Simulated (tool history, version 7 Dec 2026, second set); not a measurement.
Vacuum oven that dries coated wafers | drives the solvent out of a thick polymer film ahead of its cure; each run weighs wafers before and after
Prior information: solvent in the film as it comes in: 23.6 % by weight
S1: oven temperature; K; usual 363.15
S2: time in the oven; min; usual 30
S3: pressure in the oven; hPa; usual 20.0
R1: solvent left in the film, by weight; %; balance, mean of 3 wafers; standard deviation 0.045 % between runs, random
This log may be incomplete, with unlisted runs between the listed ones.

run,day,S1,S2,S3,R1
1,0.000,363.15,30,20.0,3.99
2,3.162,364.15,30,20.0,3.59
3,6.421,364.15,30,20.0,3.57
4,11.192,352.15,30,20.0,9.54
5,14.296,352.15,30,20.0,9.39
6,19.179,352.15,30,20.0,9.42
7,22.800,352.15,30,20.0,9.19
# day 25.029: vacuum gauge cleaned of residue and calibrated
8,25.038,352.15,30,20.0,9.11
9,27.088,352.15,30,20.0,8.92
10,29.562,363.15,19,20.0,6.30
11,31.888,352.15,35,18.7,8.08
12,35.129,363.15,30,22.7,3.65
13,37.996,360.15,26,54.7,7.24
14,42.542,358.15,30,78.4,8.57
# day 45.900: oven's thermocouples calibrated
15,45.942,376.15,47,18.3,0.69
16,50.042,376.15,47,18.3,0.66
17,54.733,353.15,30,20.0,9.35
18,58.733,349.15,30,32.3,12.10

Run 19, settings as shown, results not yet in. Your forecast:
19,63.117,363.15,17,52.2,?

{"run 19": {"R1": 8.77}}
Without the tool's hidden state the same run would have given R1 8.98 %.

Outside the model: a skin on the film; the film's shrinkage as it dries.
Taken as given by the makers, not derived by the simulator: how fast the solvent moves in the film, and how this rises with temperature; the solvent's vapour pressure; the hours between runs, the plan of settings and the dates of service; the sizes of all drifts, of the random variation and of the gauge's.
